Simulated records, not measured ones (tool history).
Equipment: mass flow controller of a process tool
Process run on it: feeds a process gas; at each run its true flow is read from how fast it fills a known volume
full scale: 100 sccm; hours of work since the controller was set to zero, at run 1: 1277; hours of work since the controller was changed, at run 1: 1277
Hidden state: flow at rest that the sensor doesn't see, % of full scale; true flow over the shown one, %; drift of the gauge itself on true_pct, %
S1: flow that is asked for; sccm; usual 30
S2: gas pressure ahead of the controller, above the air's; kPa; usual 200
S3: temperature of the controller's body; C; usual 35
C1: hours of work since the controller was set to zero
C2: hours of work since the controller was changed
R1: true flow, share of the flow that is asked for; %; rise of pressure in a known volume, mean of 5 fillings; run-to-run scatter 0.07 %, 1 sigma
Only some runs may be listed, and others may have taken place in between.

{"run": 1, "hour": 0.0, "S1": 30, "S2": 200, "S3": 35, "C1": 1277, "C2": 1277, "R1": 97.59}
{"run": 2, "hour": 131.0, "S1": 30, "S2": 200, "S3": 35, "C1": 1366, "C2": 1366, "R1": 97.6}
{"run": 3, "hour": 244.1, "S1": 30, "S2": 200, "S3": 35, "C1": 1443, "C2": 1443, "R1": 97.54}
{"run": 4, "hour": 319.8, "S1": 30, "S2": 172, "S3": 35, "C1": 1494, "C2": 1494, "R1": 97.2}
{"run": 5, "hour": 424.0, "S1": 30, "S2": 172, "S3": 35, "C1": 1565, "C2": 1565, "R1": 97.24}
{"hour": 435.4, "done": "controller's zero set anew"}
{"run": 6, "hour": 530.4, "S1": 11, "S2": 247, "S3": 28, "C1": 64, "C2": 1637, "R1": 95.67}
{"run": 7, "hour": 673.6, "S1": 56, "S2": 257, "S3": 38, "C1": 162, "C2": 1734, "R1": 98.09}
{"run": 8, "hour": 757.6, "S1": 36, "S2": 190, "S3": 38, "C1": 219, "C2": 1791, "R1": 97.02}
{"hour": 841.6, "done": "controller's zero set anew, once more"}
{"run": 9, "hour": 896.0, "S1": 11, "S2": 175, "S3": 32, "C1": 37, "C2": 1885, "R1": 97.87}
{"run": 10, "hour": 1027.5, "S1": 11, "S2": 175, "S3": 32, "C1": 126, "C2": 1974, "R1": 97.79}

How the hidden state differs across the entries between the runs, from the last listed run before each to the first after it:
Runs 5 to 6: controller's zero set anew (hour 435.4)
  flow at rest that the sensor doesn't see, % of full scale: -0.268 -> -0.383; true flow over the shown one, %: 0.11 -> 0.12
  measured result minus the result with no hidden state, R1: -0.79 -> -3.37 %
Runs 8 to 9: controller's zero set anew, once more (hour 841.6)
  flow at rest that the sensor doesn't see, % of full scale: -0.411 -> -0.046; true flow over the shown one, %: 0.14 -> 0.15
  measured result minus the result with no hidden state, R1: -1.01 -> -0.27 %

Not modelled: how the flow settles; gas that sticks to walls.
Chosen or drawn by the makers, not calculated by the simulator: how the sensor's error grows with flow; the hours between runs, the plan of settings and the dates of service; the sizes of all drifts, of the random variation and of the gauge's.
